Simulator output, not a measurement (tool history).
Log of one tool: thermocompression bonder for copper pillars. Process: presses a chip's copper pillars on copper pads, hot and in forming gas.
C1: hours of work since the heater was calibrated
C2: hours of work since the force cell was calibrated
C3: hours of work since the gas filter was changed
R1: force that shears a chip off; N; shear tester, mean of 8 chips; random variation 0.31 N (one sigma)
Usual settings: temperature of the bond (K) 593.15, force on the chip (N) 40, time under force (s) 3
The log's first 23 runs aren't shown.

{"run": 24, "hour": 1243.4, "temperature of the bond (K)": 588.15, "force on the chip (N)": 43, "time under force (s)": 2, "C1": 142, "C2": 998, "C3": 94, "R1": 36.7}
{"run": 25, "hour": 1276.7, "temperature of the bond (K)": 588.15, "force on the chip (N)": 43, "time under force (s)": 2, "C1": 160, "C2": 1016, "C3": 111, "R1": 36.1}
{"run": 26, "hour": 1315.2, "temperature of the bond (K)": 588.15, "force on the chip (N)": 43, "time under force (s)": 2, "C1": 180, "C2": 1035, "C3": 131, "R1": 36.3}
{"hour": 1365.8, "done": "forming gas filter changed"}
{"run": 27, "hour": 1368.6, "temperature of the bond (K)": 598.15, "force on the chip (N)": 43, "time under force (s)": 2, "C1": 207, "C2": 1063, "C3": 1, "R1": 41.4}
{"run": 28, "hour": 1401.9, "temperature of the bond (K)": 598.15, "force on the chip (N)": 43, "time under force (s)": 2, "C1": 224, "C2": 1080, "C3": 19, "R1": 41.0}
{"run": 29, "hour": 1476.4, "temperature of the bond (K)": 598.15, "force on the chip (N)": 37, "time under force (s)": 2, "C1": 263, "C2": 1119, "C3": 57, "R1": 36.5}
{"run": 30, "hour": 1529.1, "temperature of the bond (K)": 598.15, "force on the chip (N)": 37, "time under force (s)": 2, "C1": 290, "C2": 1146, "C3": 85, "R1": 36.0}
{"run": 31, "hour": 1581.9, "temperature of the bond (K)": 598.15, "force on the chip (N)": 37, "time under force (s)": 2, "C1": 318, "C2": 1174, "C3": 112, "R1": 35.4}
{"run": 32, "hour": 1617.7, "temperature of the bond (K)": 612.15, "force on the chip (N)": 43, "time under force (s)": 2, "C1": 336, "C2": 1192, "C3": 131, "R1": 45.2}
{"hour": 1665.9, "done": "forming gas filter changed"}
{"run": 33, "hour": 1675.5, "temperature of the bond (K)": 612.15, "force on the chip (N)": 27, "time under force (s)": 7, "C1": 366, "C2": 1222, "C3": 5, "R1": 50.4}

Forecast each of these 3 alternatives for the next run:
{"run": "A", "hour": 1725.7, "temperature of the bond (K)": 602.15, "force on the chip (N)": 28, "time under force (s)": 3, "C1": 392, "C2": 1248, "C3": 31, "R1": "?"}
{"run": "B", "hour": 1725.7, "temperature of the bond (K)": 568.15, "force on the chip (N)": 27, "time under force (s)": 4, "C1": 392, "C2": 1248, "C3": 31, "R1": "?"}
{"run": "C", "hour": 1725.7, "temperature of the bond (K)": 575.15, "force on the chip (N)": 55, "time under force (s)": 3, "C1": 392, "C2": 1248, "C3": 31, "R1": "?"}

run=A R1=35.6
run=B R1=25.3
run=C R1=43.4
Without the tool's hidden state the same runs would have given:
run=A R1=35.2
run=B R1=25.2
run=C R1=43.2

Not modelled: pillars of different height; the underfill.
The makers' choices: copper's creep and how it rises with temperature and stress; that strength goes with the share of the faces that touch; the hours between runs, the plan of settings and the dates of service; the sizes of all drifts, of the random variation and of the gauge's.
